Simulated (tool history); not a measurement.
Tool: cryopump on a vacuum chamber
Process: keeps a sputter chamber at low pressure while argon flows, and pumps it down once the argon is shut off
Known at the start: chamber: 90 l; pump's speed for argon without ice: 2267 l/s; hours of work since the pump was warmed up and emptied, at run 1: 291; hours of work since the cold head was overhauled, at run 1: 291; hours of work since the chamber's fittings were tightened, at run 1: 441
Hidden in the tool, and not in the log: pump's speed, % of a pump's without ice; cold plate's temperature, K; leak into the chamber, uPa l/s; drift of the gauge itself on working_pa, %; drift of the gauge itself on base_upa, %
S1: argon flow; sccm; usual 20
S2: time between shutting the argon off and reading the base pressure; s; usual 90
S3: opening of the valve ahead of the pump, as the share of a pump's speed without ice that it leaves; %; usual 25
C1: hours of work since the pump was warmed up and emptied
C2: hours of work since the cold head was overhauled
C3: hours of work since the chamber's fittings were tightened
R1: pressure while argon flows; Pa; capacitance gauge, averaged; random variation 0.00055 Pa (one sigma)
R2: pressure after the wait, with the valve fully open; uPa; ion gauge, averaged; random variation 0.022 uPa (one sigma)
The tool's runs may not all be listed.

{"run": 1, "hour": 0.0, "S1": 20, "S2": 90, "S3": 25, "C1": 291, "C2": 291, "C3": 441, "R1": 0.0612, "R2": 0.8}
{"run": 2, "hour": 15.3, "S1": 20, "S2": 27, "S3": 25, "C1": 304, "C2": 304, "C3": 454, "R1": 0.0596, "R2": 2.11}
{"run": 3, "hour": 29.5, "S1": 20, "S2": 27, "S3": 25, "C1": 316, "C2": 316, "C3": 466, "R1": 0.0608, "R2": 2.14}
{"run": 4, "hour": 36.2, "S1": 36, "S2": 90, "S3": 25, "C1": 322, "C2": 322, "C3": 471, "R1": 0.1082, "R2": 0.82}
{"run": 5, "hour": 44.4, "S1": 36, "S2": 90, "S3": 25, "C1": 329, "C2": 329, "C3": 478, "R1": 0.1099, "R2": 0.82}
{"run": 6, "hour": 58.0, "S1": 36, "S2": 90, "S3": 25, "C1": 341, "C2": 341, "C3": 490, "R1": 0.1098, "R2": 0.83}
{"run": 7, "hour": 64.6, "S1": 36, "S2": 90, "S3": 25, "C1": 346, "C2": 346, "C3": 496, "R1": 0.1093, "R2": 0.82}
{"run": 8, "hour": 75.2, "S1": 20, "S2": 90, "S3": 26, "C1": 355, "C2": 355, "C3": 505, "R1": 0.0583, "R2": 0.83}
{"run": 9, "hour": 86.6, "S1": 20, "S2": 90, "S3": 26, "C1": 365, "C2": 365, "C3": 514, "R1": 0.058, "R2": 0.81}
{"run": 10, "hour": 101.2, "S1": 20, "S2": 90, "S3": 27, "C1": 377, "C2": 377, "C3": 527, "R1": 0.0564, "R2": 0.86}
{"run": 11, "hour": 117.4, "S1": 20, "S2": 43, "S3": 25, "C1": 391, "C2": 391, "C3": 541, "R1": 0.0614, "R2": 1.43}
{"run": 12, "hour": 127.4, "S1": 16, "S2": 90, "S3": 25, "C1": 400, "C2": 400, "C3": 549, "R1": 0.0487, "R2": 0.87}
{"run": 13, "hour": 139.2, "S1": 16, "S2": 90, "S3": 25, "C1": 410, "C2": 410, "C3": 559, "R1": 0.0487, "R2": 0.84}
{"run": 14, "hour": 146.7, "S1": 20, "S2": 90, "S3": 25, "C1": 416, "C2": 416, "C3": 566, "R1": 0.0607, "R2": 0.91}
{"run": 15, "hour": 162.1, "S1": 20, "S2": 90, "S3": 25, "C1": 429, "C2": 429, "C3": 579, "R1": 0.0617, "R2": 0.87}
{"run": 16, "hour": 170.7, "S1": 20, "S2": 81, "S3": 25, "C1": 437, "C2": 437, "C3": 586, "R1": 0.0612, "R2": 0.95}
{"run": 17, "hour": 182.7, "S1": 20, "S2": 81, "S3": 25, "C1": 447, "C2": 447, "C3": 596, "R1": 0.0613, "R2": 0.95}
{"run": 18, "hour": 192.3, "S1": 20, "S2": 81, "S3": 25, "C1": 455, "C2": 455, "C3": 604, "R1": 0.0611, "R2": 1.0}
{"run": 19, "hour": 207.0, "S1": 8, "S2": 143, "S3": 52, "C1": 467, "C2": 467, "C3": 617, "R1": 0.012, "R2": 0.68}
{"run": 20, "hour": 222.7, "S1": 30, "S2": 90, "S3": 36, "C1": 481, "C2": 481, "C3": 630, "R1": 0.0648, "R2": 0.91}
{"run": 21, "hour": 233.3, "S1": 21, "S2": 90, "S3": 36, "C1": 490, "C2": 490, "C3": 639, "R1": 0.0448, "R2": 0.94}
{"run": 22, "hour": 242.1, "S1": 9, "S2": 40, "S3": 36, "C1": 497, "C2": 497, "C3": 647, "R1": 0.0191, "R2": 1.55}
{"run": 23, "hour": 250.5, "S1": 16, "S2": 215, "S3": 23, "C1": 505, "C2": 505, "C3": 654, "R1": 0.0524, "R2": 0.6}
{"run": 24, "hour": 264.9, "S1": 16, "S2": 215, "S3": 23, "C1": 517, "C2": 517, "C3": 666, "R1": 0.0536, "R2": 0.58}
{"run": 25, "hour": 277.2, "S1": 16, "S2": 269, "S3": 23, "C1": 527, "C2": 527, "C3": 677, "R1": 0.0532, "R2": 0.54}
{"run": 26, "hour": 293.1, "S1": 20, "S2": 171, "S3": 38, "C1": 541, "C2": 541, "C3": 690, "R1": 0.0401, "R2": 0.65}
{"run": 27, "hour": 307.1, "S1": 20, "S2": 171, "S3": 38, "C1": 553, "C2": 553, "C3": 702, "R1": 0.0414, "R2": 0.62}
{"run": 28, "hour": 314.8, "S1": 20, "S2": 50, "S3": 48, "C1": 559, "C2": 559, "C3": 709, "R1": 0.0328, "R2": 1.39}
{"run": 29, "hour": 327.8, "S1": 9, "S2": 90, "S3": 25, "C1": 570, "C2": 570, "C3": 720, "R1": 0.0277, "R2": 0.93}
{"run": 30, "hour": 335.4, "S1": 13, "S2": 97, "S3": 25, "C1": 577, "C2": 577, "C3": 726, "R1": 0.0393, "R2": 0.92}
{"run": 31, "hour": 349.5, "S1": 10, "S2": 97, "S3": 16, "C1": 589, "C2": 589, "C3": 738, "R1": 0.0484, "R2": 0.91}
{"run": 32, "hour": 357.9, "S1": 10, "S2": 97, "S3": 16, "C1": 596, "C2": 596, "C3": 745, "R1": 0.047, "R2": 0.9}
{"run": 33, "hour": 367.2, "S1": 10, "S2": 97, "S3": 16, "C1": 604, "C2": 604, "C3": 753, "R1": 0.0477, "R2": 0.92}
{"run": 34, "hour": 380.6, "S1": 10, "S2": 97, "S3": 16, "C1": 615, "C2": 615, "C3": 765, "R1": 0.048, "R2": 0.91}
{"run": 35, "hour": 393.7, "S1": 13, "S2": 28, "S3": 25, "C1": 626, "C2": 626, "C3": 776, "R1": 0.0403, "R2": 2.17}
{"run": 36, "hour": 400.2, "S1": 13, "S2": 28, "S3": 25, "C1": 632, "C2": 632, "C3": 781, "R1": 0.04, "R2": 2.15}

Forecast each of these 3 alternatives for the next run:
{"run": "A", "hour": 411.6, "S1": 20, "S2": 102, "S3": 25, "C1": 642, "C2": 642, "C3": 791, "R1": "?", "R2": "?"}
{"run": "B", "hour": 411.6, "S1": 16, "S2": 55, "S3": 49, "C1": 642, "C2": 642, "C3": 791, "R1": "?", "R2": "?"}
{"run": "C", "hour": 411.6, "S1": 13, "S2": 28, "S3": 17, "C1": 642, "C2": 642, "C3": 791, "R1": "?", "R2": "?"}

run=A R1=0.0604 R2=0.93
run=B R1=0.0262 R2=1.32
run=C R1=0.0585 R2=2.17
Without the tool's hidden state the same runs would have given:
run=A R1=0.0584 R2=0.66
run=B R1=0.0246 R2=1.05
run=C R1=0.0572 R2=1.91

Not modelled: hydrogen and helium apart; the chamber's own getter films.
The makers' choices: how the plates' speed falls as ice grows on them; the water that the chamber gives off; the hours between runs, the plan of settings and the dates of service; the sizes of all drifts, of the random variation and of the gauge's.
